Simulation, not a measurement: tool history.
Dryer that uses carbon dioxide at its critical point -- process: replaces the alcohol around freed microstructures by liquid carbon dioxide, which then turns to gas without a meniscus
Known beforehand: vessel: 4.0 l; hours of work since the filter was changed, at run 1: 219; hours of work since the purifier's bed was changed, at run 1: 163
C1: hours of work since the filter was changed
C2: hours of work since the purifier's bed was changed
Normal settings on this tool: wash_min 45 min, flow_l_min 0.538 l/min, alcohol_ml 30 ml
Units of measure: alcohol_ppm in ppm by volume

run 1 hour=0.0 | wash_min=45 flow_l_min=0.538 alcohol_ml=30 | C1=219 C2=163 | alcohol_ppm=88
run 2 hour=12.5 | wash_min=45 flow_l_min=0.538 alcohol_ml=30 | C1=223 C2=167 | alcohol_ppm=91
run 3 hour=19.3 | wash_min=45 flow_l_min=0.538 alcohol_ml=30 | C1=225 C2=170 | alcohol_ppm=91
run 4 hour=32.8 | wash_min=45 flow_l_min=0.538 alcohol_ml=30 | C1=230 C2=174 | alcohol_ppm=101
run 5 hour=44.0 | wash_min=45 flow_l_min=0.538 alcohol_ml=30 | C1=233 C2=178 | alcohol_ppm=99
run 6 hour=58.3 | wash_min=45 flow_l_min=0.538 alcohol_ml=30 | C1=238 C2=182 | alcohol_ppm=103
run 7 hour=72.2 | wash_min=45 flow_l_min=0.538 alcohol_ml=30 | C1=242 C2=187 | alcohol_ppm=110
run 8 hour=78.5 | wash_min=29 flow_l_min=0.538 alcohol_ml=30 | C1=245 C2=189 | alcohol_ppm=348
run 9 hour=89.3 | wash_min=29 flow_l_min=0.538 alcohol_ml=30 | C1=248 C2=193 | alcohol_ppm=344
run 10 hour=96.9 | wash_min=37 flow_l_min=0.787 alcohol_ml=95 | C1=251 C2=195 | alcohol_ppm=120
run 11 hour=109.5 | wash_min=37 flow_l_min=0.858 alcohol_ml=77 | C1=255 C2=199 | alcohol_ppm=95
run 12 hour=119.6 | wash_min=37 flow_l_min=0.858 alcohol_ml=77 | C1=258 C2=203 | alcohol_ppm=90
run 13 hour=131.4 | wash_min=28 flow_l_min=0.413 alcohol_ml=23 | C1=262 C2=207 | alcohol_ppm=599
run 14 hour=141.3 | wash_min=28 flow_l_min=0.413 alcohol_ml=23 | C1=265 C2=210 | alcohol_ppm=591
run 15 hour=152.5 | wash_min=28 flow_l_min=0.360 alcohol_ml=23 | C1=269 C2=213 | alcohol_ppm=758
run 16 hour=160.2 | wash_min=28 flow_l_min=0.360 alcohol_ml=23 | C1=271 C2=216 | alcohol_ppm=784

Branching from run 16: 5 alternative next runs. What would each branch give?
run A hour=170.7 | wash_min=45 flow_l_min=0.538 alcohol_ml=24 | C1=275 C2=219 | alcohol_ppm=?
run B hour=170.7 | wash_min=38 flow_l_min=0.360 alcohol_ml=23 | C1=275 C2=219 | alcohol_ppm=?
run C hour=170.7 | wash_min=45 flow_l_min=0.527 alcohol_ml=30 | C1=275 C2=219 | alcohol_ppm=?
run D hour=170.7 | wash_min=60 flow_l_min=0.538 alcohol_ml=89 | C1=275 C2=219 | alcohol_ppm=?
run E hour=170.7 | wash_min=45 flow_l_min=0.336 alcohol_ml=29 | C1=275 C2=219 | alcohol_ppm=?

run=A alcohol_ppm=115
run=B alcohol_ppm=416
run=C alcohol_ppm=130
run=D alcohol_ppm=98
run=E alcohol_ppm=398
The same runs, with their run-to-run variation unchanged, on a tool lacking any hidden condition would have given:
run=A alcohol_ppm=35
run=B alcohol_ppm=270
run=C alcohol_ppm=45
run=D alcohol_ppm=20
run=E alcohol_ppm=247

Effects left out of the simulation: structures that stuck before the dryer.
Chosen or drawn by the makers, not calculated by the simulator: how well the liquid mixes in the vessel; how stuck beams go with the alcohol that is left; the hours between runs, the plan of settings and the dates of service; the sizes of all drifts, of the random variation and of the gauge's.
